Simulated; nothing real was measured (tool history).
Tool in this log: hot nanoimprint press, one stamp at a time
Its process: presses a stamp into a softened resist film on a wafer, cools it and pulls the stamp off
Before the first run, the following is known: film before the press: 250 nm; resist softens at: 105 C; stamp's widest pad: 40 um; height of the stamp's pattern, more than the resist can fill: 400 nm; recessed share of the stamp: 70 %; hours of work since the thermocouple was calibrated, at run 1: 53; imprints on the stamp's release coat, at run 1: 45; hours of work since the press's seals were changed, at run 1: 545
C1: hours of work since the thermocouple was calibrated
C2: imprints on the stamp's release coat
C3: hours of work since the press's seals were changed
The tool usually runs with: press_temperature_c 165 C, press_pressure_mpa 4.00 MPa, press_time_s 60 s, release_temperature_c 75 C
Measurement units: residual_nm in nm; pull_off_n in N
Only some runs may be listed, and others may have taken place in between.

{"run": 1, "hour": 0.0, "press_temperature_c": 165, "press_pressure_mpa": 4.0, "press_time_s": 60, "release_temperature_c": 75, "C1": 53, "C2": 45, "C3": 545, "residual_nm": 89.4, "pull_off_n": 176}
{"run": 2, "hour": 35.8, "press_temperature_c": 165, "press_pressure_mpa": 4.0, "press_time_s": 60, "release_temperature_c": 75, "C1": 81, "C2": 133, "C3": 572, "residual_nm": 89.6, "pull_off_n": 181}
{"run": 3, "hour": 56.9, "press_temperature_c": 165, "press_pressure_mpa": 4.0, "press_time_s": 60, "release_temperature_c": 75, "C1": 97, "C2": 185, "C3": 589, "residual_nm": 88.4, "pull_off_n": 182}
{"run": 4, "hour": 73.4, "press_temperature_c": 165, "press_pressure_mpa": 4.0, "press_time_s": 60, "release_temperature_c": 75, "C1": 110, "C2": 226, "C3": 601, "residual_nm": 88.5, "pull_off_n": 186}
{"run": 5, "hour": 108.2, "press_temperature_c": 165, "press_pressure_mpa": 4.0, "press_time_s": 60, "release_temperature_c": 75, "C1": 137, "C2": 311, "C3": 628, "residual_nm": 87.5, "pull_off_n": 188}
{"run": 6, "hour": 144.3, "press_temperature_c": 165, "press_pressure_mpa": 4.0, "press_time_s": 60, "release_temperature_c": 75, "C1": 165, "C2": 400, "C3": 656, "residual_nm": 88.1, "pull_off_n": 190}
{"run": 7, "hour": 168.0, "press_temperature_c": 165, "press_pressure_mpa": 4.0, "press_time_s": 35, "release_temperature_c": 75, "C1": 183, "C2": 458, "C3": 675, "residual_nm": 106.3, "pull_off_n": 193}
{"run": 8, "hour": 194.9, "press_temperature_c": 165, "press_pressure_mpa": 4.0, "press_time_s": 60, "release_temperature_c": 75, "C1": 204, "C2": 524, "C3": 695, "residual_nm": 87.2, "pull_off_n": 197}
{"run": 9, "hour": 222.6, "press_temperature_c": 165, "press_pressure_mpa": 4.0, "press_time_s": 60, "release_temperature_c": 75, "C1": 226, "C2": 592, "C3": 717, "residual_nm": 86.7, "pull_off_n": 197}
{"hour": 251.0, "done": "stamp cleaned and given a new release coat"}
{"run": 10, "hour": 261.7, "press_temperature_c": 165, "press_pressure_mpa": 4.0, "press_time_s": 89, "release_temperature_c": 75, "C1": 251, "C2": 27, "C3": 743, "residual_nm": 74.9, "pull_off_n": 172}
{"run": 11, "hour": 283.6, "press_temperature_c": 165, "press_pressure_mpa": 4.0, "press_time_s": 89, "release_temperature_c": 75, "C1": 268, "C2": 80, "C3": 759, "residual_nm": 75.1, "pull_off_n": 178}
{"run": 12, "hour": 317.9, "press_temperature_c": 169, "press_pressure_mpa": 4.37, "press_time_s": 99, "release_temperature_c": 66, "C1": 295, "C2": 165, "C3": 786, "residual_nm": 54.3, "pull_off_n": 211}
{"run": 13, "hour": 343.3, "press_temperature_c": 162, "press_pressure_mpa": 3.17, "press_time_s": 60, "release_temperature_c": 65, "C1": 315, "C2": 227, "C3": 806, "residual_nm": 113.8, "pull_off_n": 215}
{"run": 14, "hour": 365.9, "press_temperature_c": 161, "press_pressure_mpa": 3.17, "press_time_s": 43, "release_temperature_c": 65, "C1": 332, "C2": 283, "C3": 823, "residual_nm": 134.4, "pull_off_n": 217}
{"hour": 395.4, "done": "press's hydraulic seals changed and the load cell set to zero"}
{"run": 15, "hour": 396.0, "press_temperature_c": 174, "press_pressure_mpa": 3.65, "press_time_s": 114, "release_temperature_c": 81, "C1": 349, "C2": 337, "C3": 0, "residual_nm": 41.9, "pull_off_n": 163}
{"run": 16, "hour": 417.8, "press_temperature_c": 165, "press_pressure_mpa": 4.0, "press_time_s": 54, "release_temperature_c": 75, "C1": 366, "C2": 391, "C3": 17, "residual_nm": 85.4, "pull_off_n": 188}
{"run": 17, "hour": 447.2, "press_temperature_c": 165, "press_pressure_mpa": 4.0, "press_time_s": 54, "release_temperature_c": 75, "C1": 389, "C2": 463, "C3": 40, "residual_nm": 85.5, "pull_off_n": 189}
{"run": 18, "hour": 466.3, "press_temperature_c": 175, "press_pressure_mpa": 6.24, "press_time_s": 108, "release_temperature_c": 75, "C1": 404, "C2": 510, "C3": 55, "residual_nm": 29.6, "pull_off_n": 193}
{"run": 19, "hour": 494.8, "press_temperature_c": 175, "press_pressure_mpa": 6.24, "press_time_s": 108, "release_temperature_c": 75, "C1": 426, "C2": 580, "C3": 77, "residual_nm": 28.7, "pull_off_n": 196}
{"hour": 505.8, "done": "plate thermocouple calibrated"}
{"run": 20, "hour": 516.0, "press_temperature_c": 175, "press_pressure_mpa": 6.24, "press_time_s": 108, "release_temperature_c": 75, "C1": 8, "C2": 625, "C3": 91, "residual_nm": 31.7, "pull_off_n": 201}
{"hour": 531.3, "done": "stamp cleaned and given a new release coat"}
{"run": 21, "hour": 540.7, "press_temperature_c": 175, "press_pressure_mpa": 6.24, "press_time_s": 108, "release_temperature_c": 75, "C1": 22, "C2": 23, "C3": 105, "residual_nm": 31.7, "pull_off_n": 174}

The same runs without the tool's hidden state, with the same run-to-run variation:
Hidden state present: true temperature over the reading, C; pressure that arrives at the usual setting, %; grip of the stamp's worn release coat, % over a new coat's; drift of the gauge itself on residual_nm, %; drift of the gauge itself on pull_off_n, %.
run=1 residual_nm=87.5 pull_off_n=174
run=2 residual_nm=88.1 pull_off_n=176
run=3 residual_nm=87.2 pull_off_n=175
run=4 residual_nm=87.4 pull_off_n=178
run=5 residual_nm=86.9 pull_off_n=177
run=6 residual_nm=87.9 pull_off_n=175
run=7 residual_nm=106.3 pull_off_n=176
run=8 residual_nm=87.5 pull_off_n=177
run=9 residual_nm=87.4 pull_off_n=175
run=10 residual_nm=75.8 pull_off_n=173
run=11 residual_nm=76.2 pull_off_n=177
run=12 residual_nm=55.1 pull_off_n=206
run=13 residual_nm=117.2 pull_off_n=207
run=14 residual_nm=138.6 pull_off_n=207
run=15 residual_nm=44.1 pull_off_n=155
run=16 residual_nm=90.7 pull_off_n=176
run=17 residual_nm=91.1 pull_off_n=175
run=18 residual_nm=31.3 pull_off_n=177
run=19 residual_nm=30.5 pull_off_n=178
run=20 residual_nm=31.2 pull_off_n=175
run=21 residual_nm=31.3 pull_off_n=173
